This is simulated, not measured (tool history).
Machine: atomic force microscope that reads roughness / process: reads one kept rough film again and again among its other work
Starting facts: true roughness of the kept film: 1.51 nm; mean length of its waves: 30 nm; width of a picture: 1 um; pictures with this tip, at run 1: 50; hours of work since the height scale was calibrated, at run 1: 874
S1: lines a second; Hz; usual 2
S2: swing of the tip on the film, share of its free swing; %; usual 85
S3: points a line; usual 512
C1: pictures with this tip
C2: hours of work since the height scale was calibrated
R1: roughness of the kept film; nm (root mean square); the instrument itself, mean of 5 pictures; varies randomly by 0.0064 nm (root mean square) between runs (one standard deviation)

Run 1, hour 0: usual settings; C1 50; C2 874. Result: R1 1.212 nm (root mean square).
At hour 28.8: new tip fitted.
Run 2, hour 37.2: usual settings; C1 11; C2 894. Result: R1 1.231 nm (root mean square).
Run 3, hour 74.1: usual settings; C1 63; C2 914. Result: R1 1.192 nm (root mean square).
At hour 93.4: new tip fitted.
Run 4, hour 148.5: usual settings; C1 77; C2 955. Result: R1 1.184 nm (root mean square).
At hour 157: new tip fitted.
Run 5, hour 216.5: usual settings but S1 3.27 Hz; C1 84; C2 992. Result: R1 1.092 nm (root mean square).
At hour 222.2: new tip fitted.
Run 6, hour 261: usual settings but S1 3.27 Hz; C1 54; C2 1017. Result: R1 1.106 nm (root mean square).
At hour 287.8: new tip fitted.
Run 7, hour 299.7: usual settings but S1 3.27 Hz; C1 17; C2 1038. Result: R1 1.137 nm (root mean square).
Run 8, hour 343.4: usual settings but S1 3.27 Hz; C1 78; C2 1062. Result: R1 1.085 nm (root mean square).
At hour 351.7: new tip fitted.
Run 9, hour 401.2: usual settings but S1 3.27 Hz; C1 69; C2 1094. Result: R1 1.096 nm (root mean square).
At hour 414.9: new tip fitted.
Run 10, hour 451.9: usual settings; C1 51; C2 1121. Result: R1 1.201 nm (root mean square).
At hour 477.7: new tip fitted.
Run 11, hour 536.5: usual settings but S2 87 %; C1 82; C2 1168. Result: R1 1.157 nm (root mean square).
At hour 542.7: new tip fitted.
Run 12, hour 580: usual settings but S2 87 %; C1 52; C2 1192. Result: R1 1.186 nm (root mean square).
At hour 608.1: new tip fitted.
Run 13, hour 667.7: usual settings but S1 1.35 Hz; C1 83; C2 1240. Result: R1 1.247 nm (root mean square).
At hour 672: new tip fitted.
At hour 739.5: new tip fitted.
Run 14, hour 739.5: usual settings; C1 0; C2 1279. Result: R1 1.251 nm (root mean square).
At hour 805.1: new tip fitted.
Run 15, hour 817.4: usual settings; C1 17; C2 1322. Result: R1 1.231 nm (root mean square).
At hour 867.7: new tip fitted.
Run 16, hour 880.8: usual settings; C1 18; C2 1356. Result: R1 1.221 nm (root mean square).
At hour 931.3: new tip fitted.
Run 17, hour 959: usual settings; C1 39; C2 1399. Result: R1 1.213 nm (root mean square).
At hour 992.7: new tip fitted.
Run 18, hour 1001.2: usual settings; C1 12; C2 1422. Result: R1 1.229 nm (root mean square).
At hour 1054.7: new tip fitted.
Run 19, hour 1088.6: usual settings; C1 48; C2 1471. Result: R1 1.2 nm (root mean square).
At hour 1119.1: new tip fitted.
Run 20, hour 1173.1: usual settings; C1 75; C2 1517. Result: R1 1.185 nm (root mean square).
At hour 1182.5: new tip fitted.
Run 21, hour 1227.2: usual settings but S3 809; C1 62; C2 1547. Result: R1 1.208 nm (root mean square).
At hour 1248.2: new tip fitted.
Run 22, hour 1268.1: usual settings but S3 809; C1 28; C2 1569. Result: R1 1.225 nm (root mean square).
At hour 1309.9: new tip fitted.
Run 23, hour 1337.4: usual settings; C1 38; C2 1607. Result: R1 1.207 nm (root mean square).
At hour 1371.7: new tip fitted.
Run 24, hour 1417.2: usual settings but S1 2.63 Hz, S3 983; C1 64; C2 1651. Result: R1 1.138 nm (root mean square).
At hour 1436.3: new tip fitted.
Run 25, hour 1494.5: usual settings but S1 2.63 Hz, S3 983; C1 81; C2 1693. Result: R1 1.138 nm (root mean square).
At hour 1501.3: new tip fitted.
At hour 1562.8: new tip fitted.
Run 26, hour 1563.5: usual settings but S1 3.68 Hz, S2 72 %, S3 983; C1 1; C2 1731. Result: R1 1.255 nm (root mean square).
At hour 1624.1: new tip fitted.
Run 27, hour 1649.1: usual settings but S1 0.62 Hz; C1 35; C2 1778. Result: R1 1.345 nm (root mean square).
At hour 1686.3: new tip fitted.
Run 28, hour 1729.1: usual settings but S1 0.62 Hz; C1 60; C2 1822. Result: R1 1.323 nm (root mean square).
At hour 1747.3: new tip fitted.
At hour 1810.5: new tip fitted.
Run 29, hour 1815.8: usual settings but S1 1.16 Hz, S3 565; C1 7; C2 1869. Result: R1 1.316 nm (root mean square).
At hour 1873.2: new tip fitted.
Run 30, hour 1873.2: usual settings but S1 1.4 Hz, S2 59 %, S3 282; C1 0; C2 1900. Result: R1 1.383 nm (root mean square).
At hour 1938.8: new tip fitted.
Run 31, hour 1950.3: usual settings but S1 1.4 Hz, S2 59 %, S3 282; C1 16; C2 1943. Result: R1 1.375 nm (root mean square).
Run 32, hour 1997.1: usual settings but S1 1.6 Hz, S2 70 %, S3 440; C1 81; C2 1969. Result: R1 1.304 nm (root mean square).
At hour 2003.6: new tip fitted.
Run 33, hour 2056.9: usual settings but S2 89 %, S3 949; C1 74; C2 2001. Result: R1 1.147 nm (root mean square).
At hour 2065.2: new tip fitted.
Run 34, hour 2114.3: usual settings but S1 2.03 Hz, S2 57 %, S3 394; C1 69; C2 2033. Result: R1 1.324 nm (root mean square).
At hour 2126: new tip fitted.
Run 35, hour 2186.4: usual settings but S1 3.12 Hz, S2 57 %, S3 857; C1 84; C2 2072. Result: R1 1.31 nm (root mean square).
At hour 2193.8: new tip fitted.
At hour 2258.2: new tip fitted.
Run 36, hour 2260.4: usual settings but S1 0.68 Hz, S2 57 %, S3 396; C1 3; C2 2113. Result: R1 1.427 nm (root mean square).
Run 37, hour 2312.1: usual settings but S1 0.68 Hz, S2 57 %, S3 396; C1 76; C2 2141. Result: R1 1.349 nm (root mean square).
At hour 2319.9: new tip fitted.
Run 38, hour 2365.4: usual settings but S1 3 Hz, S3 548; C1 64; C2 2171. Result: R1 1.112 nm (root mean square).
At hour 2386.4: new tip fitted.
Run 39, hour 2411: usual settings but S1 0.84 Hz, S2 63 %, S3 548; C1 35; C2 2195. Result: R1 1.388 nm (root mean square).
At hour 2451: new tip fitted.
Run 40, hour 2479.9: usual settings but S2 90 %; C1 40; C2 2233. Result: R1 1.168 nm (root mean square).
At hour 2518.5: new tip fitted.
Run 41, hour 2561.5: usual settings but S2 90 %; C1 60; C2 2278. Result: R1 1.153 nm (root mean square).
At hour 2583.5: new tip fitted.
At hour 2644.8: new tip fitted.
Run 42, hour 2648.8: usual settings but S1 3.91 Hz, S2 71 %, S3 688; C1 6; C2 2326. Result: R1 1.25 nm (root mean square).
At hour 2709.5: new tip fitted.
At hour 2721.4: height scale calibrated on a step standard.
Run 43, hour 2728.4: usual settings but S1 1.12 Hz, S2 72 %; C1 25; C2 4. Result: R1 1.362 nm (root mean square).
At hour 2774.2: new tip fitted.
Run 44, hour 2781.4: usual settings but S1 1.12 Hz, S2 72 %; C1 10; C2 33. Result: R1 1.396 nm (root mean square).
At hour 2840.5: new tip fitted.
Run 45, hour 2857.7: usual settings but S1 1.79 Hz, S2 90 %, S3 390; C1 24; C2 75. Result: R1 1.217 nm (root mean square).
At hour 2906.6: new tip fitted.
Run 46, hour 2927.1: usual settings but S1 1.79 Hz, S2 90 %, S3 390; C1 29; C2 113. Result: R1 1.209 nm (root mean square).

How the hidden state differs across the entries between the runs, from the last listed run before each to the first after it:
Logged between run 1 and run 2: new tip fitted (hour 28.8)
  radius of the tip, nm: 9.9 -> 6.2; height scale over the true one, %: -0.38 -> -0.39
  measured result minus the result with no hidden state, R1: -0.043 -> -0.014 nm (root mean square)
Logged between run 3 and run 4: new tip fitted (hour 93.4)
  radius of the tip, nm: 11.3 -> 12.5; height scale over the true one, %: -0.4 -> -0.42
  measured result minus the result with no hidden state, R1: -0.053 -> -0.063 nm (root mean square)
Logged between run 4 and run 5: new tip fitted (hour 157)
  radius of the tip, nm: 12.5 -> 13.8; height scale over the true one, %: -0.42 -> -0.43
  measured result minus the result with no hidden state, R1: -0.063 -> -0.066 nm (root mean square)
Logged between run 5 and run 6: new tip fitted (hour 222.2)
  radius of the tip, nm: 13.8 -> 10.9; height scale over the true one, %: -0.43 -> -0.44
  measured result minus the result with no hidden state, R1: -0.066 -> -0.046 nm (root mean square)
Logged between run 6 and run 7: new tip fitted (hour 287.8)
  radius of the tip, nm: 10.9 -> 6.7; height scale over the true one, %: -0.44 -> -0.45
  measured result minus the result with no hidden state, R1: -0.046 -> -0.018 nm (root mean square)
Logged between run 8 and run 9: new tip fitted (hour 351.7)
  radius of the tip, nm: 13.1 -> 11.8; height scale over the true one, %: -0.46 -> -0.48
  measured result minus the result with no hidden state, R1: -0.061 -> -0.053 nm (root mean square)
Logged between run 9 and run 10: new tip fitted (hour 414.9)
  radius of the tip, nm: 11.8 -> 11.2; height scale over the true one, %: -0.48 -> -0.49
  measured result minus the result with no hidden state, R1: -0.053 -> -0.053 nm (root mean square)
Logged between run 10 and run 11: new tip fitted (hour 477.7)
  radius of the tip, nm: 11.2 -> 13.1; height scale over the true one, %: -0.49 -> -0.51
  measured result minus the result with no hidden state, R1: -0.053 -> -0.067 nm (root mean square)
Logged between run 11 and run 12: new tip fitted (hour 542.7)
  radius of the tip, nm: 13.1 -> 10.3; height scale over the true one, %: -0.51 -> -0.52
  measured result minus the result with no hidden state, R1: -0.067 -> -0.046 nm (root mean square)
Logged between run 12 and run 13: new tip fitted (hour 608.1)
  radius of the tip, nm: 10.3 -> 13.2; height scale over the true one, %: -0.52 -> -0.54
  measured result minus the result with no hidden state, R1: -0.046 -> -0.072 nm (root mean square)
Logged between run 13 and run 14: new tip fitted (hour 672); new tip fitted (hour 739.5)
  radius of the tip, nm: 13.2 -> 5.3; height scale over the true one, %: -0.54 -> -0.56
  measured result minus the result with no hidden state, R1: -0.072 -> -0.009 nm (root mean square)
Logged between run 14 and run 15: new tip fitted (hour 805.1)
  radius of the tip, nm: 5.3 -> 7.1; height scale over the true one, %: -0.56 -> -0.58
  measured result minus the result with no hidden state, R1: -0.009 -> -0.024 nm (root mean square)
Logged between run 15 and run 16: new tip fitted (hour 867.7)
  radius of the tip, nm: 7.1 -> 6.9; height scale over the true one, %: -0.58 -> -0.6
  measured result minus the result with no hidden state, R1: -0.024 -> -0.022 nm (root mean square)
Logged between run 16 and run 17: new tip fitted (hour 931.3)
  radius of the tip, nm: 6.9 -> 9.2; height scale over the true one, %: -0.6 -> -0.62
  measured result minus the result with no hidden state, R1: -0.022 -> -0.04 nm (root mean square)
Logged between run 17 and run 18: new tip fitted (hour 992.7)
  radius of the tip, nm: 9.2 -> 6.2; height scale over the true one, %: -0.62 -> -0.63
  measured result minus the result with no hidden state, R1: -0.04 -> -0.017 nm (root mean square)
Logged between run 18 and run 19: new tip fitted (hour 1054.7)
  radius of the tip, nm: 6.2 -> 10.5; height scale over the true one, %: -0.63 -> -0.65
  measured result minus the result with no hidden state, R1: -0.017 -> -0.051 nm (root mean square)
Logged between run 19 and run 20: new tip fitted (hour 1119.1)
  radius of the tip, nm: 10.5 -> 13.3; height scale over the true one, %: -0.65 -> -0.67
  measured result minus the result with no hidden state, R1: -0.051 -> -0.071 nm (root mean square)
Logged between run 20 and run 21: new tip fitted (hour 1182.5)
  radius of the tip, nm: 13.3 -> 11.2; height scale over the true one, %: -0.67 -> -0.68
  measured result minus the result with no hidden state, R1: -0.071 -> -0.057 nm (root mean square)
Logged between run 21 and run 22: new tip fitted (hour 1248.2)
  radius of the tip, nm: 11.2 -> 8; height scale over the true one, %: -0.68 -> -0.69
  measured result minus the result with no hidden state, R1: -0.057 -> -0.033 nm (root mean square)
Logged between run 22 and run 23: new tip fitted (hour 1309.9)
  radius of the tip, nm: 8 -> 9; height scale over the true one, %: -0.69 -> -0.71
  measured result minus the result with no hidden state, R1: -0.033 -> -0.04 nm (root mean square)
Logged between run 23 and run 24: new tip fitted (hour 1371.7)
  radius of the tip, nm: 9 -> 11; height scale over the true one, %: -0.71 -> -0.73
  measured result minus the result with no hidden state, R1: -0.04 -> -0.053 nm (root mean square)
Logged between run 24 and run 25: new tip fitted (hour 1436.3)
  radius of the tip, nm: 11 -> 12.7; height scale over the true one, %: -0.73 -> -0.75
  measured result minus the result with no hidden state, R1: -0.053 -> -0.065 nm (root mean square)
Logged between run 25 and run 26: new tip fitted (hour 1501.3); new tip fitted (hour 1562.8)
  radius of the tip, nm: 12.7 -> 5.6; height scale over the true one, %: -0.75 -> -0.77
  measured result minus the result with no hidden state, R1: -0.065 -> -0.015 nm (root mean square)
Logged between run 26 and run 27: new tip fitted (hour 1624.1)
  radius of the tip, nm: 5.6 -> 8.8; height scale over the true one, %: -0.77 -> -0.79
  measured result minus the result with no hidden state, R1: -0.015 -> -0.044 nm (root mean square)
Logged between run 27 and run 28: new tip fitted (hour 1686.3)
  radius of the tip, nm: 8.8 -> 10.7; height scale over the true one, %: -0.79 -> -0.81
  measured result minus the result with no hidden state, R1: -0.044 -> -0.06 nm (root mean square)
Logged between run 28 and run 29: new tip fitted (hour 1747.3); new tip fitted (hour 1810.5)
  radius of the tip, nm: 10.7 -> 5.9; height scale over the true one, %: -0.81 -> -0.83
  measured result minus the result with no hidden state, R1: -0.06 -> -0.018 nm (root mean square)
Logged between run 29 and run 30: new tip fitted (hour 1873.2)
  radius of the tip, nm: 5.9 -> 5.5; height scale over the true one, %: -0.83 -> -0.84
  measured result minus the result with no hidden state, R1: -0.018 -> -0.017 nm (root mean square)
Logged between run 30 and run 31: new tip fitted (hour 1938.8)
  radius of the tip, nm: 5.5 -> 6.5; height scale over the true one, %: -0.84 -> -0.86
  measured result minus the result with no hidden state, R1: -0.017 -> -0.025 nm (root mean square)
Logged between run 32 and run 33: new tip fitted (hour 2003.6)
  radius of the tip, nm: 12.7 -> 13.1; height scale over the true one, %: -0.87 -> -0.89
  measured result minus the result with no hidden state, R1: -0.076 -> -0.071 nm (root mean square)
Logged between run 33 and run 34: new tip fitted (hour 2065.2)
  radius of the tip, nm: 13.1 -> 12.5; height scale over the true one, %: -0.89 -> -0.9
  measured result minus the result with no hidden state, R1: -0.071 -> -0.076 nm (root mean square)
Logged between run 34 and run 35: new tip fitted (hour 2126)
  radius of the tip, nm: 12.5 -> 13.1; height scale over the true one, %: -0.9 -> -0.92
  measured result minus the result with no hidden state, R1: -0.076 -> -0.08 nm (root mean square)
Logged between run 35 and run 36: new tip fitted (hour 2193.8); new tip fitted (hour 2258.2)
  radius of the tip, nm: 13.1 -> 5.6; height scale over the true one, %: -0.92 -> -0.94
  measured result minus the result with no hidden state, R1: -0.08 -> -0.019 nm (root mean square)
Logged between run 37 and run 38: new tip fitted (hour 2319.9)
  radius of the tip, nm: 12.9 -> 10.9; height scale over the true one, %: -0.95 -> -0.96
  measured result minus the result with no hidden state, R1: -0.082 -> -0.053 nm (root mean square)
Logged between run 38 and run 39: new tip fitted (hour 2386.4)
  radius of the tip, nm: 10.9 -> 8.6; height scale over the true one, %: -0.96 -> -0.98
  measured result minus the result with no hidden state, R1: -0.053 -> -0.046 nm (root mean square)
Logged between run 39 and run 40: new tip fitted (hour 2451)
  radius of the tip, nm: 8.6 -> 9.7; height scale over the true one, %: -0.98 -> -0.99
  measured result minus the result with no hidden state, R1: -0.046 -> -0.047 nm (root mean square)
Logged between run 40 and run 41: new tip fitted (hour 2518.5)
  radius of the tip, nm: 9.7 -> 10.9; height scale over the true one, %: -0.99 -> -1.01
  measured result minus the result with no hidden state, R1: -0.047 -> -0.056 nm (root mean square)
Logged between run 41 and run 42: new tip fitted (hour 2583.5); new tip fitted (hour 2644.8)
  radius of the tip, nm: 10.9 -> 6.2; height scale over the true one, %: -1.01 -> -1.04
  measured result minus the result with no hidden state, R1: -0.056 -> -0.023 nm (root mean square)
Logged between run 42 and run 43: new tip fitted (hour 2709.5); height scale calibrated on a step standard (hour 2721.4)
  radius of the tip, nm: 6.2 -> 7.2; height scale over the true one, %: -1.04 -> 0.08
  measured result minus the result with no hidden state, R1: -0.023 -> -0.018 nm (root mean square)
Logged between run 43 and run 44: new tip fitted (hour 2774.2)
  radius of the tip, nm: 7.2 -> 6; height scale over the true one, %: 0.08 -> 0.07
  measured result minus the result with no hidden state, R1: -0.018 -> -0.007 nm (root mean square)
Logged between run 44 and run 45: new tip fitted (hour 2840.5)
  radius of the tip, nm: 6 -> 7.8; height scale over the true one, %: 0.07 -> 0.05
  measured result minus the result with no hidden state, R1: -0.007 -> -0.022 nm (root mean square)
Logged between run 45 and run 46: new tip fitted (hour 2906.6)
  radius of the tip, nm: 7.8 -> 7.7; height scale over the true one, %: 0.05 -> 0.03
  measured result minus the result with no hidden state, R1: -0.022 -> -0.021 nm (root mean square)

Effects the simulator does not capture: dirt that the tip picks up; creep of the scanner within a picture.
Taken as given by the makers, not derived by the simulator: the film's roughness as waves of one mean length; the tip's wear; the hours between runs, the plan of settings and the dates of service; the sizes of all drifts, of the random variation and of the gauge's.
